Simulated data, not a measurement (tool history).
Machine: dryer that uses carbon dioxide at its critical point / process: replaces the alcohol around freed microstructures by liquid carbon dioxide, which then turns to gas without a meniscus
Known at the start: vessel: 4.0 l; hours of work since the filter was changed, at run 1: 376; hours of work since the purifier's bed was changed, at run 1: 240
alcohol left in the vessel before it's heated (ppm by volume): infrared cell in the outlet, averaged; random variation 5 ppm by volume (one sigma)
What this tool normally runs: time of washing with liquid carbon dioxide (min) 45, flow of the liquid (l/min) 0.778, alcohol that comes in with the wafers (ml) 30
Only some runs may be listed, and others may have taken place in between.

run   hour  time of washing with liquid carbon dioxide (min)  flow of the liquid (l/min)  alcohol that comes in with the wafers (ml)  hours of work since the filter was changed  hours of work since the purifier's bed was changed  alcohol left in the vessel before it's heated (ppm by volume)
  1      0                                                45                       0.778                                          30                                         376                                                 240                                                             66
  2   17.7                                                64                       0.778                                          30                                         381                                                 246                                                             62
  3   40.8                                                64                       0.778                                          30                                         389                                                 253                                                             62
  4     66                                                64                       0.828                                          30                                         397                                                 262                                                             67
  5   87.7                                                28                       0.778                                          30                                         404                                                 269                                                            186
  6  102.1                                                28                       0.778                                          21                                         409                                                 273                                                            144
  7  123.6                                                28                       0.778                                          30                                         416                                                 280                                                            196
  8  146.2                                                28                       0.778                                          30                                         423                                                 288                                                            199
  9  158.5                                                28                       0.778                                          30                                         427                                                 292                                                            190
 10  181.7                                                28                       0.778                                          30                                         434                                                 299                                                            206
 11  203.5                                                45                       0.778                                          95                                         441                                                 306                                                            101
 12  225.6                                                45                       0.778                                          30                                         449                                                 313                                                             78
 13  248.5                                                45                       0.778                                          30                                         456                                                 321                                                             89
 14  266.7                                                44                       0.778                                          30                                         462                                                 327                                                             95
 15  278.8                                                44                       0.778                                          30                                         466                                                 330                                                             98
 16  300.4                                                44                       0.778                                          30                                         473                                                 337                                                             94
 17  323.7                                                44                       0.778                                          30                                         480                                                 345                                                             99
 18  341.1                                                44                       0.778                                          30                                         486                                                 351                                                            106
 19  365.5                                                44                       0.778                                          30                                         494                                                 359                                                            101
 20  386.9                                                44                       0.778                                          30                                         501                                                 365                                                             91
 21  401.4                                                44                       0.778                                          30                                         506                                                 370                                                             96
     406.3  -- inlet filter changed
 22  426.1                                                44                       0.778                                          30                                           6                                                 378                                                             92
 23  444.7                                                44                       0.778                                          30                                          12                                                 384                                                             99
 24  456.6                                                28                       0.851                                         118                                          16                                                 388                                                            332
 25  481.3                                                30                       0.537                                         118                                          24                                                 396                                                           1352
 26  498.9                                                30                       0.537                                         118                                          30                                                 401                                                           1407
 27  516.4                                                30                       0.537                                         118                                          36                                                 407                                                           1414
 28  535.1                                                66                       0.778                                          47                                          42                                                 413                                                             90
 29  560.6                                                34                       0.614                                          24                                          50                                                 421                                                            204
 30  577.4                                                34                       0.687                                          25                                          55                                                 427                                                            164
 31  603.3                                                34                       0.687                                          25                                          64                                                 435                                                            173
 32  622.6                                                33                       0.737                                          30                                          70                                                 442                                                            160
 33  640.5                                                56                       0.737                                          30                                          76                                                 447                                                             96
 34  661.9                                                45                       0.568                                          30                                          83                                                 454                                                            158
 35  687.5                                                45                       0.568                                          30                                          91                                                 463                                                            149
 36  700.7                                                69                       0.912                                          30                                          95                                                 467                                                            101
 37  713.2                                                28                       0.684                                          30                                          99                                                 471                                                            292
 38  738.7                                                28                       0.492                                         110                                         108                                                 479                                                           2054
 39  750.7                                                28                       0.492                                         110                                         112                                                 483                                                           2143
 40  768.8                                                28                       0.492                                         110                                         117                                                 489                                                           2150
 41  791.5                                                34                        0.57                                          81                                         125                                                 496                                                            618
 42  807.6                                                37                       0.778                                          29                                         130                                                 501                                                            135
 43  819.2                                                37                       0.778                                          22                                         134                                                 505                                                            141

Describe how what the log doesn't record of the tool's condition differs between the last listed run preceding each entry between runs and the first listed run following it.
After run 21, before run 22: inlet filter changed (hour 406.3)
  flow that reaches the vessel past the clogged filter, %: 92.7 -> 99.8; alcohol in the recycled carbon dioxide, ppm: 85.7 -> 87.2
  measured minus no-state result, alcohol left in the vessel before it's heated (ppm by volume): +86 -> +81
